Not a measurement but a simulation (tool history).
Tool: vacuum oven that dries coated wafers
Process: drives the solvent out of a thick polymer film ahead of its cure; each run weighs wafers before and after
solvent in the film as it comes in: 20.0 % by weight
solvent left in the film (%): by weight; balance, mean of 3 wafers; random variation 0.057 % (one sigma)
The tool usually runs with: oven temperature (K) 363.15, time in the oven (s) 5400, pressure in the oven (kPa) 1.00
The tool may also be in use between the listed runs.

Run 1, hour 0.0: usual settings. Result: solvent left in the film (%) 2.79.
Run 2, hour 28.1: usual settings. Result: solvent left in the film (%) 3.00.
Run 3, hour 62.5: usual settings but time in the oven (s) 2700. Result: solvent left in the film (%) 6.45.
Run 4, hour 87.6: usual settings. Result: solvent left in the film (%) 2.90.
Run 5, hour 117.5: usual settings. Result: solvent left in the film (%) 2.91.
Run 6, hour 153.5: usual settings but oven temperature (K) 376.15. Result: solvent left in the film (%) 0.75.
Run 7, hour 198.7: usual settings but oven temperature (K) 376.15. Result: solvent left in the film (%) 0.83.
Run 8, hour 245.1: usual settings but oven temperature (K) 376.15, pressure in the oven (kPa) 3.58. Result: solvent left in the film (%) 2.16.
Run 9, hour 293.1: usual settings but oven temperature (K) 376.15, pressure in the oven (kPa) 3.58. Result: solvent left in the film (%) 2.12.
Run 10, hour 327.1: usual settings but oven temperature (K) 376.15, pressure in the oven (kPa) 3.58. Result: solvent left in the film (%) 2.21.
Run 11, hour 363.5: usual settings but oven temperature (K) 359.15, time in the oven (s) 6240, pressure in the oven (kPa) 0.67. Result: solvent left in the film (%) 3.36.
Run 12, hour 391.4: usual settings but oven temperature (K) 359.15, time in the oven (s) 6240, pressure in the oven (kPa) 3.85. Result: solvent left in the film (%) 6.00.

Branching from run 12: 3 alternative next runs. What would each branch give?
Run A, hour 419.5: usual settings but oven temperature (K) 370.15, time in the oven (s) 4020, pressure in the oven (kPa) 2.44. Result: solvent left in the film (%) ?.
Run B, hour 419.5: usual settings but pressure in the oven (kPa) 0.53. Result: solvent left in the film (%) ?.
Run C, hour 419.5: usual settings but oven temperature (K) 359.15, time in the oven (s) 2760, pressure in the oven (kPa) 3.85. Result: solvent left in the film (%) ?.

run  solvent left in the film (%)
  A                          3.32
  B                          2.65
  C                          9.83
Without the tool's hidden state the same runs would have given:
run  solvent left in the film (%)
  A                          3.09
  B                          2.40
  C                          9.53
